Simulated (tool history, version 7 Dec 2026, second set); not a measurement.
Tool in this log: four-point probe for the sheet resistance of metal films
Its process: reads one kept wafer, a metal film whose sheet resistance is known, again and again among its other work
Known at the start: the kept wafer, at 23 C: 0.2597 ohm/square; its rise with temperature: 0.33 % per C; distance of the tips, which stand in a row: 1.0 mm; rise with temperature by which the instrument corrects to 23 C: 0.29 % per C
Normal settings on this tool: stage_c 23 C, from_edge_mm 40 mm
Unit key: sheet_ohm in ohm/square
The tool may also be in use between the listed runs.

| run | hour | stage_c | from_edge_mm | sheet_ohm |
|---|---|---|---|---|
| 1 | 0.0 | 23 | 40 | 0.259736 |
| 2 | 67.1 | 23 | 40 | 0.259833 |
| 3 | 114.1 | 19 | 40 | 0.259430 |
| 4 | 196.5 | 29 | 40 | 0.260396 |
| 5 | 255.8 | 29 | 40 | 0.260424 |
| 6 | 315.2 | 23 | 40 | 0.259796 |
| 7 | 379.1 | 23 | 40 | 0.259773 |
| 8 | 428.6 | 23 | 40 | 0.259715 |
| 9 | 507.3 | 23 | 40 | 0.259834 |
| 10 | 574.9 | 23 | 18 | 0.260045 |
| 11 | 641.4 | 23 | 18 | 0.260065 |
| 12 | 696.7 | 23 | 18 | 0.260065 |
| 13 | 733.8 | 23 | 18 | 0.260114 |
| 14 | 771.5 | 33 | 40 | 0.260714 |
| 15 | 822.7 | 33 | 40 | 0.260778 |
| 16 | 882.1 | 33 | 40 | 0.260792 |
| 17 | 965.7 | 33 | 40 | 0.260805 |
| 18 | 1049.7 | 23 | 40 | 0.259647 |
| 19 | 1101.1 | 24 | 40 | 0.259914 |
| 20 | 1184.6 | 24 | 40 | 0.259880 |
| 21 | 1266.0 | 23 | 40 | 0.259803 |
| 22 | 1340.2 | 23 | 40 | 0.259737 |
| 23 | 1413.0 | 23 | 40 | 0.259879 |
| 24 | 1491.3 | 23 | 40 | 0.259711 |
| 25 | 1548.6 | 22 | 14 | 0.260334 |
| 26 | 1587.9 | 22 | 14 | 0.260270 |
| 27 | 1671.9 | 21 | 13 | 0.260347 |
| 28 | 1732.5 | 30 | 4 | 0.268803 |
| 29 | 1820.9 | 25 | 47 | 0.259962 |
| 30 | 1902.8 | 23 | 68 | 0.259727 |
| 31 | 1943.0 | 24 | 43 | 0.259848 |
| 32 | 1989.1 | 29 | 40 | 0.260441 |
| 33 | 2028.6 | 30 | 42 | 0.260534 |
| 34 | 2076.6 | 21 | 40 | 0.259566 |
| 35 | 2162.9 | 24 | 8 | 0.261993 |
| 36 | 2234.6 | 24 | 8 | 0.261945 |
| 37 | 2305.7 | 33 | 40 | 0.260818 |
| 38 | 2392.2 | 33 | 40 | 0.260726 |
| 39 | 2450.7 | 33 | 40 | 0.260737 |
| 40 | 2535.6 | 33 | 40 | 0.260795 |
| 41 | 2605.5 | 27 | 8 | 0.262247 |
| 42 | 2684.3 | 31 | 8 | 0.262656 |
| 43 | 2731.0 | 31 | 8 | 0.262664 |
| 44 | 2769.5 | 31 | 8 | 0.262702 |

Between the runs listed above, the log contained 1 entry, not reproduced here. Where in the sequence does each belong, and how does what the log doesn't record of the tool's condition differ from the listed run before to the listed run after?
Run 17 -> run 18: stage's thermometer calibrated (hour 1025.0)
  wafer's true temperature over the reading, C: 0.01 -> 0
